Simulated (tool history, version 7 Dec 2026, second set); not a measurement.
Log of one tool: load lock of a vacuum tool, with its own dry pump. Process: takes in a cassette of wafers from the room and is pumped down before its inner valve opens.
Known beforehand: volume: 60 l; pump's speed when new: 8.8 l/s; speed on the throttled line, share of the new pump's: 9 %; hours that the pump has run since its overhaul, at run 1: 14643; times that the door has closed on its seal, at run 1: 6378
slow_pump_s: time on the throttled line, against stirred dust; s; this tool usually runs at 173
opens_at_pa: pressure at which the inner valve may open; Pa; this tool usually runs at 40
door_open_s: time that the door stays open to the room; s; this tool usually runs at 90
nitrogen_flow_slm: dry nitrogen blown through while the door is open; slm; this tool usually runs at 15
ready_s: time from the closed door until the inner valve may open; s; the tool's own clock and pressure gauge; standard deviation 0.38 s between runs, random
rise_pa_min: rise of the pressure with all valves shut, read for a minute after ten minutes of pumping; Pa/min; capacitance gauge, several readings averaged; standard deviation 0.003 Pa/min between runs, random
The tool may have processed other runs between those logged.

| run | hour | slow_pump_s | opens_at_pa | door_open_s | nitrogen_flow_slm | hours that the pump has run since its overhaul | times that the door has closed on its seal | incoming humidity of the room's air, % | ready_s | rise_pa_min |
|---|---|---|---|---|---|---|---|---|---|---|
| 1 | 0 | 173 | 40 | 90 | 15 | 14643 | 6378 | 41.5 | 215.7 | 0.033 |
| 2 | 81.9 | 173 | 40 | 90 | 15 | 14725 | 6495 | 41.2 | 215.2 | 0.029 |
| 3 | 198.9 | 173 | 40 | 90 | 15 | 14842 | 6662 | 43.8 | 215.5 | 0.037 |
| 4 | 260.7 | 173 | 40 | 90 | 15 | 14904 | 6750 | 44.4 | 215 | 0.03 |
| 5 | 385.8 | 173 | 40 | 90 | 15 | 15029 | 6928 | 43.4 | 215.6 | 0.029 |
| 6 | 464.5 | 173 | 46 | 90 | 15 | 15108 | 7040 | 45.1 | 215.4 | 0.033 |
| 7 | 545.8 | 173 | 46 | 90 | 15 | 15189 | 7156 | 46.2 | 214.4 | 0.031 |
| 8 | 621.1 | 173 | 46 | 90 | 15 | 15264 | 7264 | 45.3 | 214.6 | 0.03 |
| 9 | 747.5 | 173 | 46 | 90 | 15 | 15391 | 7444 | 47.2 | 215.1 | 0.036 |
| 10 | 838.1 | 173 | 46 | 90 | 18 | 15481 | 7573 | 48 | 215 | 0.036 |
| 11 | 942.3 | 173 | 46 | 90 | 18 | 15586 | 7721 | 47.6 | 215.4 | 0.037 |
| 12 | 1067.2 | 173 | 46 | 90 | 18 | 15711 | 7899 | 44.5 | 215.5 | 0.031 |
| 13 | 1181.6 | 173 | 46 | 90 | 18 | 15825 | 8062 | 42.3 | 215.1 | 0.027 |
| 14 | 1256.5 | 173 | 46 | 90 | 18 | 15900 | 8169 | 44 | 214.5 | 0.033 |
| 15 | 1342.2 | 126 | 46 | 90 | 18 | 15986 | 8291 | 45.6 | 172.6 | 0.027 |
| 16 | 1423.2 | 149 | 50 | 39 | 10 | 16067 | 8407 | 42.1 | 192.7 | 0.03 |
| 17 | 1494.6 | 149 | 71 | 39 | 36 | 16138 | 8509 | 44.7 | 190.2 | 0.018 |
| 18 | 1612.7 | 149 | 71 | 39 | 36 | 16256 | 8677 | 44.4 | 190.4 | 0.02 |
| 19 | 1670.1 | 179 | 28 | 49 | 31 | 16313 | 8759 | 42.9 | 224 | 0.026 |
| 20 | 1792.8 | 165 | 40 | 137 | 15 | 16436 | 8934 | 47.1 | 208.4 | 0.045 |
| 21 | 1871.8 | 165 | 40 | 137 | 15 | 16515 | 9046 | 41.8 | 208.8 | 0.042 |
| 22 | 1981.4 | 165 | 40 | 137 | 15 | 16625 | 9203 | 48.6 | 208.5 | 0.04 |
| 23 | 2082.2 | 94 | 40 | 90 | 33 | 16726 | 9346 | 41.3 | 145.4 | 0.032 |
| 24 | 2200.3 | 94 | 36 | 38 | 33 | 16844 | 9515 | 46.5 | 145.9 | 0.028 |
| 25 | 2273 | 94 | 36 | 38 | 33 | 16916 | 9618 | 46.4 | 146.2 | 0.027 |
| 26 | 2333.5 | 94 | 36 | 38 | 33 | 16977 | 9704 | 45.3 | 145.9 | 0.026 |
| 27 | 2403.8 | 227 | 36 | 73 | 33 | 17047 | 9805 | 44.4 | 265.8 | 0.025 |
| 28 | 2503.7 | 227 | 36 | 73 | 33 | 17147 | 9947 | 48.5 | 265 | 0.03 |
| 29 | 2628.8 | 204 | 40 | 90 | 6 | 17272 | 10125 | 49.5 | 244.7 | 0.048 |

4 options for the next run, each taken on its own from the tool as it stands now. Forecast them:
| A | 2753.8 | 97 | 39 | 39 | 15 | 17397 | 10303 | 45.9 | ? | ? |
| B | 2753.8 | 131 | 53 | 150 | 15 | 17397 | 10303 | 46.8 | ? | ? |
| C | 2753.8 | 204 | 40 | 26 | 35 | 17397 | 10303 | 47.2 | ? | ? |
| D | 2753.8 | 132 | 40 | 117 | 15 | 17397 | 10303 | 45.9 | ? | ? |

| run | ready_s | rise_pa_min |
|---|---|---|
| A | 148.3 | 0.031 |
| B | 176.6 | 0.046 |
| C | 244.5 | 0.022 |
| D | 179.9 | 0.042 |
Without the tool's hidden state the same runs would have given:
| run | ready_s | rise_pa_min |
|---|---|---|
| A | 142.4 | 0.018 |
| B | 171.3 | 0.033 |
| C | 239.8 | 0.01 |
| D | 174.4 | 0.029 |
